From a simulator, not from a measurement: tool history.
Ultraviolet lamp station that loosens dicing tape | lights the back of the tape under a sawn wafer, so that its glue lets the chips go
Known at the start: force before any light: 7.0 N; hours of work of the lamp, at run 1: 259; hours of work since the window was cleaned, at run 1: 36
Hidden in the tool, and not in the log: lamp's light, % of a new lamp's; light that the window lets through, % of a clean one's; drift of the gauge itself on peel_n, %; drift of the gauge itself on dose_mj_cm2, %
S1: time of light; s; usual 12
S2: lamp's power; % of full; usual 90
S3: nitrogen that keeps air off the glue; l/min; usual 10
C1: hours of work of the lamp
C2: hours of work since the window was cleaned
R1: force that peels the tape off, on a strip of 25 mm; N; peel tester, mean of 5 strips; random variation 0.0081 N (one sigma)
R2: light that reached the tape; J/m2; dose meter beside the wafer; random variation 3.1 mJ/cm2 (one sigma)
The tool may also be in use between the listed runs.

{"run": 1, "hour": 0.0, "S1": 12, "S2": 90, "S3": 10, "C1": 259, "C2": 36, "R1": 0.357, "R2": 4420}
{"run": 2, "hour": 10.0, "S1": 12, "S2": 90, "S3": 10, "C1": 266, "C2": 44, "R1": 0.369, "R2": 4350}
{"run": 3, "hour": 19.0, "S1": 12, "S2": 90, "S3": 10, "C1": 273, "C2": 50, "R1": 0.369, "R2": 4380}
{"run": 4, "hour": 24.0, "S1": 12, "S2": 90, "S3": 10, "C1": 277, "C2": 54, "R1": 0.385, "R2": 4330}
{"run": 5, "hour": 30.8, "S1": 12, "S2": 90, "S3": 8, "C1": 282, "C2": 59, "R1": 0.42, "R2": 4380}
{"run": 6, "hour": 41.4, "S1": 12, "S2": 90, "S3": 5, "C1": 290, "C2": 67, "R1": 0.59, "R2": 4310}
{"run": 7, "hour": 50.9, "S1": 12, "S2": 90, "S3": 5, "C1": 297, "C2": 75, "R1": 0.594, "R2": 4280}
{"run": 8, "hour": 57.2, "S1": 11, "S2": 90, "S3": 10, "C1": 302, "C2": 79, "R1": 0.472, "R2": 3920}
{"run": 9, "hour": 62.7, "S1": 21, "S2": 90, "S3": 10, "C1": 306, "C2": 84, "R1": 0.141, "R2": 7490}
{"run": 10, "hour": 71.1, "S1": 21, "S2": 90, "S3": 10, "C1": 313, "C2": 90, "R1": 0.141, "R2": 7460}
{"run": 11, "hour": 78.0, "S1": 21, "S2": 90, "S3": 10, "C1": 318, "C2": 95, "R1": 0.162, "R2": 7510}
{"run": 12, "hour": 87.9, "S1": 12, "S2": 90, "S3": 10, "C1": 325, "C2": 103, "R1": 0.393, "R2": 4240}
{"run": 13, "hour": 93.1, "S1": 12, "S2": 90, "S3": 10, "C1": 329, "C2": 107, "R1": 0.411, "R2": 4210}
{"run": 14, "hour": 103.8, "S1": 12, "S2": 90, "S3": 10, "C1": 338, "C2": 115, "R1": 0.409, "R2": 4210}
{"run": 15, "hour": 115.4, "S1": 12, "S2": 90, "S3": 10, "C1": 346, "C2": 124, "R1": 0.413, "R2": 4170}
{"run": 16, "hour": 126.3, "S1": 12, "S2": 98, "S3": 6, "C1": 355, "C2": 132, "R1": 0.483, "R2": 4510}
{"run": 17, "hour": 135.1, "S1": 15, "S2": 98, "S3": 4, "C1": 361, "C2": 139, "R1": 0.371, "R2": 5610}
{"run": 18, "hour": 141.6, "S1": 10, "S2": 67, "S3": 4, "C1": 366, "C2": 143, "R1": 1.683, "R2": 2550}
{"run": 19, "hour": 148.5, "S1": 10, "S2": 67, "S3": 4, "C1": 371, "C2": 149, "R1": 1.664, "R2": 2540}
{"run": 20, "hour": 158.1, "S1": 15, "S2": 80, "S3": 15, "C1": 379, "C2": 156, "R1": 0.279, "R2": 4550}
{"run": 21, "hour": 166.0, "S1": 6, "S2": 69, "S3": 15, "C1": 385, "C2": 162, "R1": 1.93, "R2": 1570}
{"run": 22, "hour": 177.1, "S1": 12, "S2": 78, "S3": 10, "C1": 393, "C2": 170, "R1": 0.62, "R2": 3530}
{"run": 23, "hour": 184.2, "S1": 15, "S2": 78, "S3": 6, "C1": 399, "C2": 176, "R1": 0.507, "R2": 4350}
{"run": 24, "hour": 193.7, "S1": 24, "S2": 90, "S3": 9, "C1": 406, "C2": 183, "R1": 0.138, "R2": 8010}
{"run": 25, "hour": 198.4, "S1": 21, "S2": 90, "S3": 5, "C1": 409, "C2": 187, "R1": 0.211, "R2": 7010}
{"run": 26, "hour": 203.1, "S1": 21, "S2": 90, "S3": 5, "C1": 413, "C2": 190, "R1": 0.218, "R2": 6990}
{"run": 27, "hour": 211.6, "S1": 21, "S2": 90, "S3": 5, "C1": 419, "C2": 197, "R1": 0.205, "R2": 6910}

Forecast each of these 3 alternatives for the next run:
{"run": "A", "hour": 221.0, "S1": 7, "S2": 90, "S3": 10, "C1": 426, "C2": 204, "R1": "?", "R2": "?"}
{"run": "B", "hour": 221.0, "S1": 7, "S2": 90, "S3": 5, "C1": 426, "C2": 204, "R1": "?", "R2": "?"}
{"run": "C", "hour": 221.0, "S1": 12, "S2": 80, "S3": 10, "C1": 426, "C2": 204, "R1": "?", "R2": "?"}

run=A R1=1.252 R2=2290
run=B R1=1.758 R2=2350
run=C R1=0.591 R2=3540
Without the tool's hidden state the same runs would have given:
run=A R1=0.948 R2=2710
run=B R1=1.387 R2=2760
run=C R1=0.414 R2=4170

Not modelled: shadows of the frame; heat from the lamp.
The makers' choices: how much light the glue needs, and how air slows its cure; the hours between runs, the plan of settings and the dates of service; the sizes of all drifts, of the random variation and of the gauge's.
